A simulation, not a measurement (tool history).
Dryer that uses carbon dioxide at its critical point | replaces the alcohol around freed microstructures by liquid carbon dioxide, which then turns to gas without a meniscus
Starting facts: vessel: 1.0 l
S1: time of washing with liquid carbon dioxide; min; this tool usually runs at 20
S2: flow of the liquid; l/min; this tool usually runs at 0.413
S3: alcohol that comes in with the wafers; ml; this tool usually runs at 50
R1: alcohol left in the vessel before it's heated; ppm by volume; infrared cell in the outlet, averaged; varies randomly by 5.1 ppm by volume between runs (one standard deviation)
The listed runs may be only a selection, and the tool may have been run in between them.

run     day  S1     S2   S3    R1
  1   0.000  20  0.413   50   246
  2   1.388  20  0.413   50   264
  3   3.100  20  0.413   50   261
  4   4.721  20  0.413   74   332
  5   6.267  20  0.599   50   184
  6   7.762  20  0.352   50   495
  7   9.688  20  0.257   50  1520
     10.858  -- inlet filter changed
  8  11.292  20  0.413   50   266
  9  13.133  20  0.413   50   282
 10  14.238  20  0.413   50   284
 11  15.796  20  0.413   50   302
 12  16.850  20  0.464   50   257
 13  18.504  20  0.464   50   258
 14  19.529  20  0.464   50   263
 15  21.654  20  0.640   42   243
 16  23.442  22  0.574   50   267
     24.538  -- purifier's bed changed
 17  25.308  18  0.313   48   704
 18  26.612  23  0.286   92   692
 19  28.604  23  0.286   92   724
 20  30.675  20  0.539   64    45
 21  32.038  15  0.349  105  2141
 22  34.288  15  0.349  105  2254
 23  36.242  15  0.349  105  2298
 24  37.196  26  0.413   93   101
 25  38.550  26  0.413   93    94
 26  40.425  26  0.413   93   111
 27  41.500  20  0.674   63    88
 28  43.121  20  0.506   50   134

Here are 3 independent what-if runs from the current tool condition. What would each one return?
  A  44.192  27  0.506  27   ?
  B  44.192  20  0.483  62   ?
  C  44.192  29  0.677  39   ?

run   R1
  A  102
  B  154
  C  105
Stripped of hidden state, with their random variation kept, the same runs would have yielded:
run  R1
  A   7
  B  31
  C   9
